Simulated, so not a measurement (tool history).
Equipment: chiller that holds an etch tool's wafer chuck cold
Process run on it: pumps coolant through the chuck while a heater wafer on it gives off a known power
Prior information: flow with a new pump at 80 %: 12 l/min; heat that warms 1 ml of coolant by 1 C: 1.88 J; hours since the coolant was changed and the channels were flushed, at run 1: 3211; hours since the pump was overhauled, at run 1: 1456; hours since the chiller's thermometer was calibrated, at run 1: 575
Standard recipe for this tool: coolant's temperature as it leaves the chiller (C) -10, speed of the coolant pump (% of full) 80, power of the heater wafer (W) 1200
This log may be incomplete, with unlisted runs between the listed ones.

run    hour  coolant's temperature as it leaves the chiller (C)  speed of the coolant pump (% of full)  power of the heater wafer (W)  hours since the coolant was changed and the channels were flushed  hours since the pump was overhauled  hours since the chiller's thermometer was calibrated  chuck's temperature once it has settled (C)  how much warmer the coolant comes back (C)
  1     0.0                                                 -10                                     80                           1200                                                               3211                                 1456                                                   575                                         -0.8                                        3.33
  2    39.0                                                 -10                                     80                           1200                                                               3251                                 1495                                                   614                                         -0.8                                        3.32
  3    79.4                                                 -10                                     80                           1200                                                               3291                                 1535                                                   654                                         -0.6                                        3.38
  4   114.4                                                 -10                                     80                           1200                                                               3326                                 1570                                                   689                                         -0.8                                        3.30
  5   155.1                                                 -10                                     80                           1200                                                               3367                                 1611                                                   730                                         -0.8                                        3.36
  6   197.5                                                 -10                                     80                           1200                                                               3409                                 1653                                                   773                                         -0.7                                        3.33
  7   237.1                                                 -10                                     80                           1200                                                               3449                                 1693                                                   812                                         -0.7                                        3.35
  8   270.6                                                 -10                                     80                           1200                                                               3482                                 1727                                                   846                                         -0.5                                        3.38
  9   303.8                                                 -10                                     80                           1200                                                               3515                                 1760                                                   879                                         -0.7                                        3.33
 10   343.4                                                 -10                                     80                           1200                                                               3555                                 1799                                                   918                                         -0.6                                        3.31
 11   398.0                                                  -2                                     80                           1200                                                               3609                                 1854                                                   973                                          7.6                                        3.36
 12   452.9                                                 -10                                     80                           1200                                                               3664                                 1909                                                  1028                                         -0.7                                        3.36
      458.7  -- chiller's thermometer calibrated
 13   522.2                                                 -10                                     69                           1200                                                               3733                                 1977                                                    64                                          0.3                                        3.90
 14   566.0                                                 -10                                     69                           1200                                                               3777                                 2021                                                   107                                          0.2                                        3.96
 15   636.2                                                 -10                                     80                           1200                                                               3847                                 2091                                                   178                                         -0.7                                        3.34
 16   678.1                                                 -10                                     86                           1200                                                               3889                                 2133                                                   219                                         -1.1                                        3.09
 17   750.1                                                 -10                                     93                           1064                                                               3961                                 2205                                                   291                                         -2.5                                        2.58
 18   785.5                                                 -10                                     65                           1200                                                               3996                                 2240                                                   327                                          0.9                                        4.18
 19   835.4                                                 -10                                     65                           1200                                                               4046                                 2290                                                   377                                          0.9                                        4.24
      884.8  -- chiller's thermometer calibrated, once more
 20   891.0                                                 -13                                     73                           1200                                                               4100                                 2345                                                     6                                         -3.1                                        3.70
 21   956.7                                                  -4                                     73                           1200                                                               4166                                 2411                                                    72                                          6.1                                        3.74
 22   993.4                                                 -12                                     73                           1200                                                               4203                                 2447                                                   109                                         -1.9                                        3.73
 23  1062.7                                                  -4                                     79                           1200                                                               4272                                 2517                                                   178                                          5.7                                        3.49
 24  1105.4                                                  -4                                     79                           1200                                                               4315                                 2559                                                   221                                          5.7                                        3.43
 25  1169.7                                                  -4                                     79                           1200                                                               4379                                 2624                                                   285                                          5.5                                        3.47
 26  1200.5                                                 -19                                     67                           1098                                                               4410                                 2654                                                   316                                         -9.1                                        3.73
 27  1248.1                                                  -6                                     88                           1200                                                               4458                                 2702                                                   363                                          2.9                                        3.12
 28  1282.3                                                 -13                                     67                           1374                                                               4492                                 2736                                                   398                                         -0.5                                        4.81
 29  1333.5                                                 -10                                     79                           1717                                                               4543                                 2788                                                   449                                          3.8                                        4.98
 30  1384.2                                                  -8                                     81                            718                                                               4594                                 2838                                                   499                                         -2.4                                        2.02
 31  1439.9                                                 -13                                     80                            764                                                               4649                                 2894                                                   555                                         -6.9                                        2.22

Below are 5 alternative next runs, each starting from the tool's condition after run 31. Predict each:
  A  1499.1                                                 -13                                     80                            645                                                               4709                                 2953                                                   614                                            ?                                           ?
  B  1499.1                                                 -10                                     80                            826                                                               4709                                 2953                                                   614                                            ?                                           ?
  C  1499.1                                                   0                                     75                           1263                                                               4709                                 2953                                                   614                                            ?                                           ?
  D  1499.1                                                 -11                                     80                            710                                                               4709                                 2953                                                   614                                            ?                                           ?
  E  1499.1                                                 -10                                     66                           1200                                                               4709                                 2953                                                   614                                            ?                                           ?

run  chuck's temperature once it has settled (C)  how much warmer the coolant comes back (C)
  A                                         -7.9                                        1.85
  B                                         -3.3                                        2.37
  C                                         10.5                                        3.88
  D                                         -5.4                                        2.04
  E                                          0.9                                        4.24
Stripped of hidden state, with their random variation kept, the same runs would have yielded:
run  chuck's temperature once it has settled (C)  how much warmer the coolant comes back (C)
  A                                         -8.5                                        1.72
  B                                         -4.0                                        2.20
  C                                          9.3                                        3.61
  D                                         -6.0                                        1.89
  E                                         -0.3                                        3.94
